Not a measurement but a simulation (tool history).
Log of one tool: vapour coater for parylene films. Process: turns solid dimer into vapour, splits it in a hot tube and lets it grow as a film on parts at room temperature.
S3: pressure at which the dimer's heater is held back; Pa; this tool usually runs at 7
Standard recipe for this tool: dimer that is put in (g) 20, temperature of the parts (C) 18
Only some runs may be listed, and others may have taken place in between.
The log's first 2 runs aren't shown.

{"run": 3, "hour": 126.6, "dimer that is put in (g)": 20, "temperature of the parts (C)": 18, "S3": 7, "thickness of the film (µm)": 9.78}
{"run": 4, "hour": 199.6, "dimer that is put in (g)": 20, "temperature of the parts (C)": 18, "S3": 7, "thickness of the film (µm)": 9.5}
{"run": 5, "hour": 252.2, "dimer that is put in (g)": 20, "temperature of the parts (C)": 18, "S3": 7, "thickness of the film (µm)": 9.33}
{"run": 6, "hour": 291.9, "dimer that is put in (g)": 9, "temperature of the parts (C)": 18, "S3": 7, "thickness of the film (µm)": 4.17}
{"hour": 319.8, "done": "trap's valve overhauled"}
{"run": 7, "hour": 341.6, "dimer that is put in (g)": 9, "temperature of the parts (C)": 18, "S3": 3.16, "thickness of the film (µm)": 4.84}
{"run": 8, "hour": 406.5, "dimer that is put in (g)": 20, "temperature of the parts (C)": 18, "S3": 8.25, "thickness of the film (µm)": 8.18}
{"run": 9, "hour": 454.8, "dimer that is put in (g)": 20, "temperature of the parts (C)": 18, "S3": 8.25, "thickness of the film (µm)": 8.17}
{"run": 10, "hour": 488.3, "dimer that is put in (g)": 20, "temperature of the parts (C)": 18, "S3": 8.25, "thickness of the film (µm)": 8.05}
{"run": 11, "hour": 524.6, "dimer that is put in (g)": 20, "temperature of the parts (C)": 18, "S3": 8.25, "thickness of the film (µm)": 8.07}
{"run": 12, "hour": 563.0, "dimer that is put in (g)": 20, "temperature of the parts (C)": 14, "S3": 8.25, "thickness of the film (µm)": 8.19}
{"hour": 579.3, "done": "table's thermometer calibrated"}
{"run": 13, "hour": 622.1, "dimer that is put in (g)": 20, "temperature of the parts (C)": 14, "S3": 8.25, "thickness of the film (µm)": 8.13}
{"hour": 660.8, "done": "trap's valve overhauled"}
{"run": 14, "hour": 678.7, "dimer that is put in (g)": 20, "temperature of the parts (C)": 23, "S3": 7, "thickness of the film (µm)": 9.18}
{"hour": 728.1, "done": "trap's valve overhauled, once more"}
{"run": 15, "hour": 729.7, "dimer that is put in (g)": 20, "temperature of the parts (C)": 23, "S3": 7, "thickness of the film (µm)": 9.24}
{"run": 16, "hour": 771.4, "dimer that is put in (g)": 20, "temperature of the parts (C)": 23, "S3": 7, "thickness of the film (µm)": 9.07}
{"run": 17, "hour": 842.7, "dimer that is put in (g)": 12, "temperature of the parts (C)": 22, "S3": 5.14, "thickness of the film (µm)": 5.89}
{"run": 18, "hour": 900.1, "dimer that is put in (g)": 20, "temperature of the parts (C)": 10, "S3": 11.1, "thickness of the film (µm)": 9.81}
{"run": 19, "hour": 941.0, "dimer that is put in (g)": 20, "temperature of the parts (C)": 10, "S3": 11.1, "thickness of the film (µm)": 9.66}
{"run": 20, "hour": 1009.3, "dimer that is put in (g)": 20, "temperature of the parts (C)": 10, "S3": 11.1, "thickness of the film (µm)": 9.47}
{"run": 21, "hour": 1039.4, "dimer that is put in (g)": 35, "temperature of the parts (C)": 18, "S3": 3.72, "thickness of the film (µm)": 18.82}
{"hour": 1070.6, "done": "trap's valve overhauled"}
{"run": 22, "hour": 1118.2, "dimer that is put in (g)": 17, "temperature of the parts (C)": 18, "S3": 7, "thickness of the film (µm)": 8.41}
{"run": 23, "hour": 1172.9, "dimer that is put in (g)": 20, "temperature of the parts (C)": 18, "S3": 7, "thickness of the film (µm)": 9.74}
{"run": 24, "hour": 1246.1, "dimer that is put in (g)": 12, "temperature of the parts (C)": 14, "S3": 9.99, "thickness of the film (µm)": 5.69}
{"run": 25, "hour": 1290.3, "dimer that is put in (g)": 14, "temperature of the parts (C)": 23, "S3": 2.17, "thickness of the film (µm)": 8.15}
{"run": 26, "hour": 1329.6, "dimer that is put in (g)": 14, "temperature of the parts (C)": 23, "S3": 2.17, "thickness of the film (µm)": 8.24}
{"run": 27, "hour": 1377.2, "dimer that is put in (g)": 20, "temperature of the parts (C)": 17, "S3": 2.14, "thickness of the film (µm)": 12.64}

Estimate the outcome of run 28 from the log above:
{"hour": 1411.2, "done": "trap's valve overhauled"}
{"run": 28, "hour": 1451.3, "dimer that is put in (g)": 14, "temperature of the parts (C)": 16, "S3": 7, "thickness of the film (µm)": "?"}

Run 28 yielded thickness of the film (µm) 7.18.
If the tool had no hidden condition, the same run with the same run-to-run variation would have returned thickness of the film (µm) 7.22.

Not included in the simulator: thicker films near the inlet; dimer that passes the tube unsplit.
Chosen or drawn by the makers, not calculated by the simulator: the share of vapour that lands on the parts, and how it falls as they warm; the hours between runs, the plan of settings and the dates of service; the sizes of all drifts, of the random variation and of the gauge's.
